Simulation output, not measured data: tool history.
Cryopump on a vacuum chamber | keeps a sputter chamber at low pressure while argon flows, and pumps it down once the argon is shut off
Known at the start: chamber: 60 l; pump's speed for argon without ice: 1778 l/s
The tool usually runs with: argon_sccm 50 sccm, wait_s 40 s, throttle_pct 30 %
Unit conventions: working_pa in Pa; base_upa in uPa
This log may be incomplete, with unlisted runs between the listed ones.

{"run": 1, "hour": 0.0, "argon_sccm": 50, "wait_s": 40, "throttle_pct": 30, "working_pa": 0.172, "base_upa": 3.39}
{"hour": 10.3, "done": "pump warmed up, emptied and cooled again"}
{"run": 2, "hour": 67.6, "argon_sccm": 54, "wait_s": 40, "throttle_pct": 30, "working_pa": 0.173, "base_upa": 3.06}
{"hour": 88.5, "done": "leaking fittings of the chamber tightened, without venting"}
{"run": 3, "hour": 142.1, "argon_sccm": 54, "wait_s": 40, "throttle_pct": 30, "working_pa": 0.1746, "base_upa": 2.01}
{"run": 4, "hour": 178.8, "argon_sccm": 50, "wait_s": 40, "throttle_pct": 30, "working_pa": 0.1616, "base_upa": 1.96}
{"run": 5, "hour": 229.9, "argon_sccm": 50, "wait_s": 40, "throttle_pct": 30, "working_pa": 0.1632, "base_upa": 1.95}
{"run": 6, "hour": 281.0, "argon_sccm": 50, "wait_s": 27, "throttle_pct": 30, "working_pa": 0.164, "base_upa": 2.88}
{"run": 7, "hour": 314.1, "argon_sccm": 32, "wait_s": 27, "throttle_pct": 30, "working_pa": 0.1045, "base_upa": 2.93}
{"run": 8, "hour": 372.7, "argon_sccm": 32, "wait_s": 27, "throttle_pct": 30, "working_pa": 0.1068, "base_upa": 2.94}
{"run": 9, "hour": 410.3, "argon_sccm": 32, "wait_s": 27, "throttle_pct": 30, "working_pa": 0.1074, "base_upa": 3.05}
{"run": 10, "hour": 460.5, "argon_sccm": 50, "wait_s": 40, "throttle_pct": 41, "working_pa": 0.1264, "base_upa": 2.1}
{"run": 11, "hour": 504.4, "argon_sccm": 50, "wait_s": 40, "throttle_pct": 41, "working_pa": 0.1265, "base_upa": 2.26}
{"run": 12, "hour": 567.6, "argon_sccm": 50, "wait_s": 40, "throttle_pct": 41, "working_pa": 0.129, "base_upa": 2.18}
{"run": 13, "hour": 622.8, "argon_sccm": 50, "wait_s": 40, "throttle_pct": 30, "working_pa": 0.1737, "base_upa": 2.31}
{"hour": 642.5, "done": "pump warmed up, emptied and cooled again"}
{"run": 14, "hour": 698.3, "argon_sccm": 50, "wait_s": 40, "throttle_pct": 57, "working_pa": 0.0854, "base_upa": 2.18}
{"run": 15, "hour": 749.2, "argon_sccm": 50, "wait_s": 40, "throttle_pct": 57, "working_pa": 0.0868, "base_upa": 2.18}
{"run": 16, "hour": 818.9, "argon_sccm": 50, "wait_s": 258, "throttle_pct": 30, "working_pa": 0.1626, "base_upa": 0.8}
{"run": 17, "hour": 860.0, "argon_sccm": 50, "wait_s": 258, "throttle_pct": 30, "working_pa": 0.1637, "base_upa": 0.82}
{"run": 18, "hour": 933.1, "argon_sccm": 80, "wait_s": 258, "throttle_pct": 30, "working_pa": 0.2627, "base_upa": 0.88}

Run 19 has not been measured yet. What should we expect?
{"run": 19, "hour": 963.4, "argon_sccm": 70, "wait_s": 66, "throttle_pct": 30, "working_pa": "?", "base_upa": "?"}

{"run 19": {"working_pa": 0.2328, "base_upa": 1.74}}
Had the tool carried no hidden state, the very same run would have given working_pa 0.2226 Pa, base_upa 1.27 uPa.
